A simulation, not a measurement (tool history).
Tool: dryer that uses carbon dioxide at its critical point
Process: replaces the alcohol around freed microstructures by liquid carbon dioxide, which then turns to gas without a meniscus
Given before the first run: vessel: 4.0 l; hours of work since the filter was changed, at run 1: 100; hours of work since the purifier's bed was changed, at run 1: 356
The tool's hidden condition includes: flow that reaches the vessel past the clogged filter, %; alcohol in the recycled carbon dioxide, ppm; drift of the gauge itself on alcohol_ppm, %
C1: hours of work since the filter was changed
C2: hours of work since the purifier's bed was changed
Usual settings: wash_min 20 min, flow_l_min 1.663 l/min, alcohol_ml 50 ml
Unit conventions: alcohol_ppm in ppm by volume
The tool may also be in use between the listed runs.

{"run": 1, "hour": 0.0, "wash_min": 20, "flow_l_min": 1.663, "alcohol_ml": 50, "C1": 100, "C2": 356, "alcohol_ppm": 72}
{"run": 2, "hour": 22.7, "wash_min": 20, "flow_l_min": 2.24, "alcohol_ml": 50, "C1": 114, "C2": 370, "alcohol_ppm": 56}
{"run": 3, "hour": 40.2, "wash_min": 20, "flow_l_min": 2.24, "alcohol_ml": 50, "C1": 124, "C2": 380, "alcohol_ppm": 69}
{"run": 4, "hour": 59.9, "wash_min": 20, "flow_l_min": 2.24, "alcohol_ml": 50, "C1": 136, "C2": 392, "alcohol_ppm": 63}
{"run": 5, "hour": 79.6, "wash_min": 28, "flow_l_min": 1.663, "alcohol_ml": 50, "C1": 148, "C2": 404, "alcohol_ppm": 60}
{"run": 6, "hour": 98.6, "wash_min": 20, "flow_l_min": 1.44, "alcohol_ml": 50, "C1": 159, "C2": 415, "alcohol_ppm": 92}
{"run": 7, "hour": 109.9, "wash_min": 20, "flow_l_min": 1.44, "alcohol_ml": 43, "C1": 166, "C2": 422, "alcohol_ppm": 96}
{"run": 8, "hour": 127.3, "wash_min": 20, "flow_l_min": 1.44, "alcohol_ml": 43, "C1": 176, "C2": 433, "alcohol_ppm": 98}
{"run": 9, "hour": 150.2, "wash_min": 20, "flow_l_min": 2.63, "alcohol_ml": 50, "C1": 190, "C2": 446, "alcohol_ppm": 67}
{"run": 10, "hour": 170.9, "wash_min": 20, "flow_l_min": 2.63, "alcohol_ml": 69, "C1": 202, "C2": 459, "alcohol_ppm": 81}
{"run": 11, "hour": 188.7, "wash_min": 20, "flow_l_min": 2.63, "alcohol_ml": 69, "C1": 213, "C2": 469, "alcohol_ppm": 69}
{"run": 12, "hour": 198.6, "wash_min": 20, "flow_l_min": 2.63, "alcohol_ml": 40, "C1": 219, "C2": 475, "alcohol_ppm": 74}
{"run": 13, "hour": 219.1, "wash_min": 20, "flow_l_min": 2.63, "alcohol_ml": 40, "C1": 231, "C2": 488, "alcohol_ppm": 77}
{"run": 14, "hour": 230.1, "wash_min": 20, "flow_l_min": 2.63, "alcohol_ml": 40, "C1": 238, "C2": 494, "alcohol_ppm": 96}
{"run": 15, "hour": 253.4, "wash_min": 20, "flow_l_min": 1.663, "alcohol_ml": 50, "C1": 252, "C2": 508, "alcohol_ppm": 94}
{"run": 16, "hour": 264.9, "wash_min": 20, "flow_l_min": 1.663, "alcohol_ml": 50, "C1": 259, "C2": 515, "alcohol_ppm": 100}
{"run": 17, "hour": 281.2, "wash_min": 20, "flow_l_min": 1.663, "alcohol_ml": 50, "C1": 268, "C2": 525, "alcohol_ppm": 100}
{"run": 18, "hour": 291.7, "wash_min": 20, "flow_l_min": 1.663, "alcohol_ml": 50, "C1": 275, "C2": 531, "alcohol_ppm": 89}
{"run": 19, "hour": 316.0, "wash_min": 20, "flow_l_min": 1.663, "alcohol_ml": 24, "C1": 289, "C2": 546, "alcohol_ppm": 89}
{"run": 20, "hour": 332.1, "wash_min": 20, "flow_l_min": 1.663, "alcohol_ml": 24, "C1": 299, "C2": 555, "alcohol_ppm": 94}
{"run": 21, "hour": 344.6, "wash_min": 20, "flow_l_min": 1.663, "alcohol_ml": 50, "C1": 306, "C2": 563, "alcohol_ppm": 106}
{"run": 22, "hour": 364.9, "wash_min": 20, "flow_l_min": 1.663, "alcohol_ml": 50, "C1": 318, "C2": 575, "alcohol_ppm": 101}
{"run": 23, "hour": 382.6, "wash_min": 20, "flow_l_min": 1.663, "alcohol_ml": 50, "C1": 329, "C2": 585, "alcohol_ppm": 110}
{"run": 24, "hour": 395.6, "wash_min": 28, "flow_l_min": 1.663, "alcohol_ml": 50, "C1": 337, "C2": 593, "alcohol_ppm": 102}
{"run": 25, "hour": 418.6, "wash_min": 28, "flow_l_min": 1.663, "alcohol_ml": 50, "C1": 351, "C2": 607, "alcohol_ppm": 94}
{"run": 26, "hour": 431.4, "wash_min": 14, "flow_l_min": 2.07, "alcohol_ml": 50, "C1": 358, "C2": 615, "alcohol_ppm": 137}
{"run": 27, "hour": 451.4, "wash_min": 20, "flow_l_min": 2.02, "alcohol_ml": 26, "C1": 370, "C2": 627, "alcohol_ppm": 105}
{"run": 28, "hour": 463.9, "wash_min": 20, "flow_l_min": 2.02, "alcohol_ml": 26, "C1": 378, "C2": 634, "alcohol_ppm": 102}
{"run": 29, "hour": 481.5, "wash_min": 14, "flow_l_min": 1.61, "alcohol_ml": 55, "C1": 388, "C2": 645, "alcohol_ppm": 243}
{"hour": 489.9, "done": "inlet filter changed"}
{"run": 30, "hour": 494.8, "wash_min": 14, "flow_l_min": 1.61, "alcohol_ml": 55, "C1": 3, "C2": 652, "alcohol_ppm": 208}
{"run": 31, "hour": 511.7, "wash_min": 20, "flow_l_min": 2, "alcohol_ml": 78, "C1": 13, "C2": 662, "alcohol_ppm": 103}
{"run": 32, "hour": 531.2, "wash_min": 29, "flow_l_min": 2.37, "alcohol_ml": 65, "C1": 25, "C2": 674, "alcohol_ppm": 105}
{"run": 33, "hour": 555.6, "wash_min": 17, "flow_l_min": 2.4, "alcohol_ml": 47, "C1": 39, "C2": 688, "alcohol_ppm": 109}
{"run": 34, "hour": 568.0, "wash_min": 17, "flow_l_min": 2.4, "alcohol_ml": 47, "C1": 47, "C2": 696, "alcohol_ppm": 115}
{"run": 35, "hour": 586.5, "wash_min": 27, "flow_l_min": 1.59, "alcohol_ml": 23, "C1": 58, "C2": 707, "alcohol_ppm": 119}
{"run": 36, "hour": 610.4, "wash_min": 14, "flow_l_min": 1.59, "alcohol_ml": 24, "C1": 72, "C2": 721, "alcohol_ppm": 170}
{"run": 37, "hour": 628.6, "wash_min": 31, "flow_l_min": 1.11, "alcohol_ml": 93, "C1": 83, "C2": 732, "alcohol_ppm": 126}
{"run": 38, "hour": 649.4, "wash_min": 31, "flow_l_min": 2.16, "alcohol_ml": 93, "C1": 96, "C2": 745, "alcohol_ppm": 116}
{"run": 39, "hour": 663.8, "wash_min": 24, "flow_l_min": 1.92, "alcohol_ml": 49, "C1": 104, "C2": 753, "alcohol_ppm": 121}
{"run": 40, "hour": 683.6, "wash_min": 24, "flow_l_min": 1.92, "alcohol_ml": 49, "C1": 116, "C2": 765, "alcohol_ppm": 122}
{"run": 41, "hour": 698.3, "wash_min": 20, "flow_l_min": 1.9, "alcohol_ml": 74, "C1": 125, "C2": 774, "alcohol_ppm": 137}
{"run": 42, "hour": 713.1, "wash_min": 19, "flow_l_min": 1.52, "alcohol_ml": 26, "C1": 134, "C2": 783, "alcohol_ppm": 132}
{"run": 43, "hour": 732.8, "wash_min": 15, "flow_l_min": 1.21, "alcohol_ml": 33, "C1": 145, "C2": 794, "alcohol_ppm": 301}
{"run": 44, "hour": 746.4, "wash_min": 15, "flow_l_min": 1.21, "alcohol_ml": 33, "C1": 154, "C2": 803, "alcohol_ppm": 295}
{"run": 45, "hour": 756.4, "wash_min": 20, "flow_l_min": 1.38, "alcohol_ml": 50, "C1": 160, "C2": 809, "alcohol_ppm": 163}

How the hidden state differs across the entries between the runs, from the last listed run before each to the first after it:
Runs 29 to 30: inlet filter changed (hour 489.9)
  flow that reaches the vessel past the clogged filter, %: 91 -> 99.1; alcohol in the recycled carbon dioxide, ppm: 104 -> 105.2
  what was measured, less what the result would be without the hidden state, alcohol_ppm: +152 -> +106 ppm by volume

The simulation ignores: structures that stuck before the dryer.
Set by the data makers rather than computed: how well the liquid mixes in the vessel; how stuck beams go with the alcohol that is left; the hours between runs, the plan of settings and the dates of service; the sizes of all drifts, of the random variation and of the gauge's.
